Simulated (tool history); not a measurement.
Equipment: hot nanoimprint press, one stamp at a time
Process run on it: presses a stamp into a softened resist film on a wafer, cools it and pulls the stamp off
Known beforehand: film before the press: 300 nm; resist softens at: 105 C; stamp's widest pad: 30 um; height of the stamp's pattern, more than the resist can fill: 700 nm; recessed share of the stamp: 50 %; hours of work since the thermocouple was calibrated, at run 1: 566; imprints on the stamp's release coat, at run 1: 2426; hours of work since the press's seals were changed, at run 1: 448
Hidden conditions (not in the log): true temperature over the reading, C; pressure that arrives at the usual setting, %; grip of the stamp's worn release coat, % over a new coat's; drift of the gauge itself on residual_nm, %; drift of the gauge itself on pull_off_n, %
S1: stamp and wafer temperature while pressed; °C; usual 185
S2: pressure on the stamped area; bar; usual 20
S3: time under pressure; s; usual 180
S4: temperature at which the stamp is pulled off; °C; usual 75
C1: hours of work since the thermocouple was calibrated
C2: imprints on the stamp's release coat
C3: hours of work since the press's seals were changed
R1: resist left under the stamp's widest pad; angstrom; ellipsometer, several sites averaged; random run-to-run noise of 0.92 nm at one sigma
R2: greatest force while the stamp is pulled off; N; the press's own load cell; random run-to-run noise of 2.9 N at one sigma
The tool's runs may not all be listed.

Run 1, hour 0: usual settings; C1 566; C2 2426; C3 448. Result: R1 1385 angstrom, R2 289 N.
At hour 10.4: stamp cleaned and given a new release coat.
At hour 21.8: plate thermocouple calibrated.
Run 2, hour 38.1: usual settings but S1 177 °C; C1 13; C2 85; C3 471. Result: R1 1841 angstrom, R2 147 N.
Run 3, hour 68.9: usual settings but S1 177 °C; C1 38; C2 190; C3 495. Result: R1 1870 angstrom, R2 151 N.
Run 4, hour 110.1: usual settings; C1 71; C2 331; C3 528. Result: R1 1431 angstrom, R2 158 N.
Run 5, hour 164.7: usual settings but S1 181 °C; C1 114; C2 518; C3 572. Result: R1 1648 angstrom, R2 172 N.
Run 6, hour 205.3: usual settings but S1 181 °C; C1 147; C2 657; C3 604. Result: R1 1666 angstrom, R2 177 N.
Run 7, hour 227.3: usual settings but S1 181 °C; C1 164; C2 732; C3 622. Result: R1 1666 angstrom, R2 185 N.
At hour 281.4: plate thermocouple calibrated, once more.
Run 8, hour 281.4: usual settings but S1 187 °C; C1 0; C2 908; C3 663. Result: R1 1219 angstrom, R2 189 N.
Run 9, hour 306.3: usual settings but S1 187 °C; C1 20; C2 993; C3 683. Result: R1 1215 angstrom, R2 193 N.
Run 10, hour 328.7: usual settings but S1 182 °C, S3 183 s; C1 38; C2 1069; C3 701. Result: R1 1445 angstrom, R2 197 N.
Run 11, hour 368.5: usual settings but S1 182 °C, S3 183 s, S4 81 °C; C1 70; C2 1206; C3 732. Result: R1 1444 angstrom, R2 189 N.
Run 12, hour 394.6: usual settings but S1 181 °C, S3 359 s; C1 90; C2 1295; C3 753. Result: R1 1155 angstrom, R2 209 N.
Run 13, hour 428.2: usual settings but S1 184 °C, S2 27.6 bar, S3 136 s, S4 83 °C; C1 117; C2 1410; C3 780. Result: R1 1327 angstrom, R2 200 N.
Run 14, hour 472.8: usual settings but S1 184 °C, S2 27.6 bar, S3 136 s, S4 83 °C; C1 153; C2 1563; C3 816. Result: R1 1306 angstrom, R2 210 N.
Run 15, hour 522.8: usual settings but S1 184 °C, S2 29.6 bar, S3 191 s, S4 76 °C; C1 193; C2 1734; C3 856. Result: R1 1141 angstrom, R2 231 N.
Run 16, hour 554.2: usual settings but S1 184 °C, S2 29.6 bar, S3 191 s, S4 76 °C; C1 218; C2 1842; C3 881. Result: R1 1138 angstrom, R2 236 N.
Run 17, hour 587: usual settings but S1 186 °C, S2 13.6 bar, S3 191 s, S4 76 °C; C1 244; C2 1954; C3 907. Result: R1 1515 angstrom, R2 248 N.
Run 18, hour 620.4: usual settings but S1 186 °C, S2 15.3 bar, S3 98 s, S4 76 °C; C1 271; C2 2068; C3 933. Result: R1 1792 angstrom, R2 265 N.

Measured less the same run without the tool's hidden state. The same run-to-run variation is in both; the gauge's scatter may not be:
run    R1    R2
  1  +109  +150
  2  +180    +9
  3  +187   +14
  4  +162   +22
  5  +189   +33
  6  +197   +40
  7  +201   +46
  8   +14   +50
  9   +17   +54
 10   +23   +59
 11   +29   +62
 12   +28   +72
 13   +48   +74
 14   +56   +83
 15   +61   +97
 16   +65  +103
 17   +51  +113
 18   +61  +124
